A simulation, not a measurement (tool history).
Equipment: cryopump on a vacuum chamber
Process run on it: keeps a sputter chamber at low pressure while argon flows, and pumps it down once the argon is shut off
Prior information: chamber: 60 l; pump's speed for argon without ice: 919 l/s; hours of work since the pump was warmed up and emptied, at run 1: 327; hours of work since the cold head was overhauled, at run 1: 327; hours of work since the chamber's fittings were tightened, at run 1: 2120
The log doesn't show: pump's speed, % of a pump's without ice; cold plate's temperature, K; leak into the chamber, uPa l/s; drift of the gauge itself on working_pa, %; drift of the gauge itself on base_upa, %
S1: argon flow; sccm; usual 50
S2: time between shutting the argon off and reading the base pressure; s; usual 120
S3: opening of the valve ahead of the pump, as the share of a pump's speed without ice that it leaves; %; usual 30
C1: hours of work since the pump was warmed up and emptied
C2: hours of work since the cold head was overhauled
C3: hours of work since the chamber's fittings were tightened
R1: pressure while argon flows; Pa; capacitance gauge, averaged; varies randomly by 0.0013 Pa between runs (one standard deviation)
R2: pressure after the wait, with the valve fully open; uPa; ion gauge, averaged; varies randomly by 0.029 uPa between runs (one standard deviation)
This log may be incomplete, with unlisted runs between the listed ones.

Run 1, hour 0: usual settings; C1 327; C2 327; C3 2120. Result: R1 0.3135 Pa, R2 5.04 uPa.
Run 2, hour 10.6: usual settings but S2 183 s; C1 336; C2 336; C3 2129. Result: R1 0.3153 Pa, R2 4.37 uPa.
Run 3, hour 23.2: usual settings but S2 183 s; C1 347; C2 347; C3 2140. Result: R1 0.3125 Pa, R2 4.58 uPa.
Run 4, hour 31.5: usual settings; C1 354; C2 354; C3 2147. Result: R1 0.3143 Pa, R2 4.92 uPa.
Run 5, hour 46.1: usual settings; C1 367; C2 367; C3 2159. Result: R1 0.3169 Pa, R2 4.87 uPa.
Run 6, hour 62: usual settings; C1 380; C2 380; C3 2173. Result: R1 0.315 Pa, R2 5.07 uPa.
Run 7, hour 69: usual settings; C1 386; C2 386; C3 2179. Result: R1 0.3164 Pa, R2 4.94 uPa.
Run 8, hour 76.9: usual settings; C1 393; C2 393; C3 2186. Result: R1 0.3143 Pa, R2 5.02 uPa.
Run 9, hour 92.3: usual settings; C1 406; C2 406; C3 2199. Result: R1 0.3139 Pa, R2 5.14 uPa.
Run 10, hour 99.3: usual settings but S3 35 %; C1 413; C2 413; C3 2205. Result: R1 0.2725 Pa, R2 5.09 uPa.
Run 11, hour 109.2: usual settings but S3 35 %; C1 421; C2 421; C3 2214. Result: R1 0.2722 Pa, R2 5.21 uPa.
Run 12, hour 123.5: usual settings but S3 35 %; C1 433; C2 433; C3 2226. Result: R1 0.2732 Pa, R2 5.01 uPa.
Run 13, hour 137.6: usual settings; C1 445; C2 445; C3 2238. Result: R1 0.3178 Pa, R2 5.11 uPa.
Run 14, hour 146: usual settings; C1 453; C2 453; C3 2246. Result: R1 0.3198 Pa, R2 5.3 uPa.
Run 15, hour 159.5: usual settings; C1 464; C2 464; C3 2257. Result: R1 0.3179 Pa, R2 5.36 uPa.
Run 16, hour 176.4: usual settings; C1 479; C2 479; C3 2272. Result: R1 0.3183 Pa, R2 5.25 uPa.
Run 17, hour 189: usual settings but S1 91 sccm; C1 490; C2 490; C3 2283. Result: R1 0.5824 Pa, R2 5.32 uPa.
Run 18, hour 198.8: usual settings but S1 91 sccm, S2 54 s, S3 35 %; C1 498; C2 498; C3 2291. Result: R1 0.4978 Pa, R2 6.36 uPa.
Run 19, hour 215: usual settings but S1 91 sccm, S2 54 s, S3 35 %; C1 512; C2 512; C3 2305. Result: R1 0.5012 Pa, R2 6.62 uPa.
Run 20, hour 225.7: usual settings but S1 77 sccm; C1 522; C2 522; C3 2314. Result: R1 0.4924 Pa, R2 5.35 uPa.
Run 21, hour 242.6: usual settings but S1 35 sccm; C1 536; C2 536; C3 2329. Result: R1 0.2246 Pa, R2 5.51 uPa.
Run 22, hour 259.1: usual settings but S1 59 sccm, S2 37 s, S3 22 %; C1 550; C2 550; C3 2343. Result: R1 0.5098 Pa, R2 7.59 uPa.
Run 23, hour 273.8: usual settings but S1 67 sccm, S2 37 s, S3 22 %; C1 563; C2 563; C3 2356. Result: R1 0.5786 Pa, R2 7.95 uPa.
Run 24, hour 283.3: usual settings but S1 67 sccm, S2 37 s, S3 22 %; C1 571; C2 571; C3 2364. Result: R1 0.5822 Pa, R2 7.73 uPa.
Run 25, hour 293.9: usual settings but S1 67 sccm, S2 37 s, S3 22 %; C1 580; C2 580; C3 2373. Result: R1 0.5776 Pa, R2 7.96 uPa.
Run 26, hour 304.6: usual settings but S1 55 sccm, S2 127 s, S3 58 %; C1 590; C2 590; C3 2382. Result: R1 0.193 Pa, R2 5.42 uPa.
Run 27, hour 312.9: usual settings but S1 81 sccm, S3 24 %; C1 597; C2 597; C3 2390. Result: R1 0.6434 Pa, R2 5.5 uPa.
Run 28, hour 323.1: usual settings but S1 81 sccm, S3 24 %; C1 606; C2 606; C3 2398. Result: R1 0.6421 Pa, R2 5.79 uPa.
Run 29, hour 331.7: usual settings but S1 28 sccm, S3 34 %; C1 613; C2 613; C3 2406. Result: R1 0.1595 Pa, R2 5.63 uPa.
Run 30, hour 345: usual settings but S1 28 sccm, S3 34 %; C1 625; C2 625; C3 2417. Result: R1 0.1602 Pa, R2 5.77 uPa.
Run 31, hour 360.5: usual settings but S1 28 sccm, S3 34 %; C1 638; C2 638; C3 2431. Result: R1 0.1602 Pa, R2 5.77 uPa.
Run 32, hour 369.6: usual settings but S1 28 sccm, S3 34 %; C1 646; C2 646; C3 2439. Result: R1 0.1619 Pa, R2 5.83 uPa.
Run 33, hour 381.6: usual settings but S1 41 sccm, S2 180 s, S3 40 %; C1 656; C2 656; C3 2449. Result: R1 0.2008 Pa, R2 5.41 uPa.
Run 34, hour 396.3: usual settings but S1 61 sccm, S2 180 s, S3 21 %; C1 669; C2 669; C3 2462. Result: R1 0.5558 Pa, R2 5.51 uPa.

3 options for the next run, each taken on its own from the tool as it stands now. Forecast them:
Run A, hour 405.2: usual settings but S1 28 sccm, S2 28 s, S3 19 %; C1 676; C2 676; C3 2469. Result: R1 ?, R2 ?.
Run B, hour 405.2: usual settings but S3 32 %; C1 676; C2 676; C3 2469. Result: R1 ?, R2 ?.
Run C, hour 405.2: usual settings but S2 21 s; C1 676; C2 676; C3 2469. Result: R1 ?, R2 ?.

run      R1     R2
  A  0.2803   9.17
  B  0.3061   5.86
  C  0.3282  10.57
The same runs, with their run-to-run variation unchanged, on a tool lacking any hidden condition would have given:
run      R1    R2
  A  0.2706  4.69
  B  0.2885  1.36
  C  0.3106  6.13
